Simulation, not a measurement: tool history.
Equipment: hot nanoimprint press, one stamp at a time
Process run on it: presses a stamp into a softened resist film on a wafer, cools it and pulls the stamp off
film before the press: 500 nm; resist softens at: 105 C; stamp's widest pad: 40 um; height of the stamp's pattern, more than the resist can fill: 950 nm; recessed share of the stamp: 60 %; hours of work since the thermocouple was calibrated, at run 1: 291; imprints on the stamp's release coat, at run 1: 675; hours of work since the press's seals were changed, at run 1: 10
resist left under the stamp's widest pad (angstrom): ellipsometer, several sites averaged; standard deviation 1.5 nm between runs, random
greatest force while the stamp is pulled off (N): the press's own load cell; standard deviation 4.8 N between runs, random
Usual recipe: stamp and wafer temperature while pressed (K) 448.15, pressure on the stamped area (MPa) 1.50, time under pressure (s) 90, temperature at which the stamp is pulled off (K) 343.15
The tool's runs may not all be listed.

run	hour	stamp and wafer temperature while pressed (K)	pressure on the stamped area (MPa)	time under pressure (s)	temperature at which the stamp is pulled off (K)	hours of work since the thermocouple was calibrated	imprints on the stamp's release coat	hours of work since the press's seals were changed	resist left under the stamp's widest pad (angstrom)	greatest force while the stamp is pulled off (N)
1	0.0	448.15	1.50	90	343.15	291	675	10	2199	248
2	5.5	448.15	1.50	54	343.15	294	695	13	2577	258
3	16.6	448.15	1.50	54	343.15	299	735	19	2537	255
4	26.8	448.15	1.50	54	343.15	304	772	24	2592	256
5	36.2	448.15	1.50	90	335.15	309	805	28	2170	275
6	46.0	448.15	1.50	90	343.15	314	841	33	2152	254
7	53.7	448.15	1.50	90	343.15	318	869	37	2151	258
8	67.2	445.15	1.02	162	341.15	324	918	44	2468	256
9	78.3	448.15	1.50	69	341.15	330	958	49	2358	257
10	85.7	448.15	1.50	69	341.15	333	985	53	2352	270
# hour 97.6: plate thermocouple calibrated
11	100.8	448.15	2.19	90	343.15	2	1028	59	1913	258
12	109.1	448.15	2.19	90	343.15	6	1058	63	1905	264
13	115.6	448.15	2.19	90	343.15	9	1082	66	1898	263

Alternative continuations, all from the tool just after run 13; predict every row:
A	126.7	442.15	1.23	165	343.15	14	1122	71	?	?
B	126.7	448.15	1.50	151	343.15	14	1122	71	?	?
C	126.7	459.15	1.50	90	343.15	14	1122	71	?	?
D	126.7	448.15	2.19	71	336.15	14	1122	71	?	?
E	126.7	448.15	1.42	171	343.15	14	1122	71	?	?

run	resist left under the stamp's widest pad (angstrom)	greatest force while the stamp is pulled off (N)
A	2775	268
B	1952	273
C	1403	273
D	2068	294
E	1900	269
Had the tool no hidden state, the same runs would have come out as:
run	resist left under the stamp's widest pad (angstrom)	greatest force while the stamp is pulled off (N)
A	2732	237
B	1919	242
C	1381	241
D	2031	260
E	1868	238

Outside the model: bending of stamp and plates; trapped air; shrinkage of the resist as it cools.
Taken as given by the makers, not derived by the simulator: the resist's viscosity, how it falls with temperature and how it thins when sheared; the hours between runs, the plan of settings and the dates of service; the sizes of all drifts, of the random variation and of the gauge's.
